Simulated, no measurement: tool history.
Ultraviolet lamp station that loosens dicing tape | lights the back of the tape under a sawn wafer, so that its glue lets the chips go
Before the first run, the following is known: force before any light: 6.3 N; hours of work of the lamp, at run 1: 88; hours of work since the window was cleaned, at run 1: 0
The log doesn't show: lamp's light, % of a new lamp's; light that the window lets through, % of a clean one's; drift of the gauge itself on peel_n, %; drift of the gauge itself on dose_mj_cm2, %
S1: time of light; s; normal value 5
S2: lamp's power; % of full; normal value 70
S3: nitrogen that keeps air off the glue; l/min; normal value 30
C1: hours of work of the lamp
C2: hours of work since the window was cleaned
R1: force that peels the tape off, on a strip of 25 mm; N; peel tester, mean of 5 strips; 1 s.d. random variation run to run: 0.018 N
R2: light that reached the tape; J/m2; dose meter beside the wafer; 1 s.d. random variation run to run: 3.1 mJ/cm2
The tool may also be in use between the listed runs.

| run | hour | S1 | S2 | S3 | C1 | C2 | R1 | R2 |
|---|---|---|---|---|---|---|---|---|
| 1 | 0.0 | 5 | 70 | 30 | 88 | 0 | 0.912 | 4620 |
| 2 | 8.1 | 5 | 70 | 30 | 93 | 5 | 0.896 | 4700 |
| 3 | 14.6 | 5 | 70 | 30 | 97 | 9 | 0.933 | 4590 |
| 4 | 24.7 | 5 | 70 | 30 | 103 | 15 | 0.917 | 4600 |
| 5 | 36.1 | 5 | 70 | 30 | 109 | 22 | 0.918 | 4470 |
| 6 | 41.5 | 5 | 70 | 10 | 113 | 25 | 1.477 | 4550 |
| 7 | 50.1 | 5 | 70 | 10 | 118 | 30 | 1.516 | 4580 |
| 8 | 56.8 | 5 | 70 | 10 | 122 | 34 | 1.498 | 4550 |
| 9 | 65.4 | 5 | 70 | 10 | 127 | 39 | 1.553 | 4550 |
| 10 | 75.3 | 5 | 70 | 47 | 133 | 45 | 0.818 | 4490 |
| 11 | 81.2 | 5 | 70 | 47 | 136 | 48 | 0.835 | 4500 |
| 12 | 89.3 | 5 | 70 | 30 | 141 | 53 | 0.959 | 4540 |
| 13 | 97.8 | 5 | 70 | 30 | 146 | 58 | 0.998 | 4490 |
| 14 | 109.4 | 5 | 70 | 30 | 153 | 65 | 1.004 | 4460 |
| 15 | 114.9 | 5 | 70 | 30 | 156 | 68 | 0.976 | 4430 |
| 16 | 126.9 | 5 | 69 | 30 | 163 | 76 | 1.050 | 4360 |
| 17 | 136.0 | 5 | 69 | 30 | 169 | 81 | 1.053 | 4350 |
| 18 | 148.7 | 5 | 70 | 46 | 176 | 89 | 0.892 | 4310 |
| 19 | 160.3 | 5 | 97 | 30 | 183 | 96 | 0.580 | 5990 |
| 20 | 169.0 | 5 | 97 | 30 | 189 | 101 | 0.586 | 5960 |
| 21 | 174.8 | 5 | 70 | 30 | 192 | 104 | 1.039 | 4350 |
| 22 | 181.6 | 5 | 70 | 30 | 196 | 108 | 1.066 | 4240 |
| 23 | 191.9 | 7 | 83 | 43 | 202 | 114 | 0.372 | 7140 |
| 24 | 198.6 | 10 | 70 | 30 | 206 | 118 | 0.306 | 8510 |
| 25 | 206.4 | 5 | 76 | 30 | 211 | 123 | 0.934 | 4650 |
| 26 | 215.0 | 5 | 76 | 30 | 216 | 128 | 0.950 | 4600 |
| 27 | 227.8 | 3 | 76 | 19 | 224 | 136 | 2.188 | 2760 |
| 28 | 234.2 | 3 | 63 | 10 | 227 | 140 | 3.040 | 2290 |
| 29 | 243.9 | 6 | 70 | 30 | 233 | 145 | 0.843 | 5040 |
| 30 | 254.7 | 3 | 70 | 30 | 240 | 152 | 2.259 | 2500 |
|  | 256.3 | window cleaned of glue's vapour |
| 31 | 265.8 | 6 | 61 | 20 | 246 | 6 | 1.288 | 4190 |
| 32 | 276.7 | 3 | 85 | 12 | 252 | 12 | 2.331 | 2930 |
| 33 | 282.1 | 3 | 85 | 12 | 256 | 15 | 2.367 | 2860 |
|  | 284.2 | window cleaned of glue's vapour, once more |
| 34 | 290.7 | 2 | 70 | 23 | 260 | 4 | 3.170 | 1700 |
| 35 | 303.5 | 3 | 73 | 23 | 268 | 11 | 2.124 | 2710 |
| 36 | 309.3 | 3 | 78 | 23 | 272 | 15 | 1.991 | 2850 |
| 37 | 322.1 | 6 | 88 | 23 | 279 | 23 | 0.582 | 6420 |
| 38 | 331.6 | 2 | 88 | 24 | 285 | 28 | 2.737 | 2120 |
| 39 | 342.1 | 2 | 88 | 24 | 291 | 34 | 2.609 | 2070 |
| 40 | 352.3 | 5 | 66 | 36 | 297 | 41 | 1.131 | 3950 |
| 41 | 362.3 | 7 | 90 | 16 | 303 | 47 | 0.539 | 7480 |
| 42 | 372.4 | 7 | 90 | 16 | 309 | 53 | 0.543 | 7420 |
| 43 | 385.1 | 10 | 90 | 46 | 317 | 60 | 0.208 | 10650 |
| 44 | 397.8 | 10 | 90 | 46 | 324 | 68 | 0.221 | 10690 |

Here are 3 independent what-if runs from the current tool condition. What would each one return?
| A | 407.2 | 2 | 90 | 24 | 330 | 73 | ? | ? |
| B | 407.2 | 9 | 91 | 9 | 330 | 73 | ? | ? |
| C | 407.2 | 2 | 96 | 30 | 330 | 73 | ? | ? |

| run | R1 | R2 |
|---|---|---|
| A | 2.680 | 2100 |
| B | 0.446 | 9510 |
| C | 2.378 | 2270 |
Without the tool's hidden state the same runs would have given:
| run | R1 | R2 |
|---|---|---|
| A | 2.316 | 2480 |
| B | 0.333 | 11170 |
| C | 2.020 | 2670 |
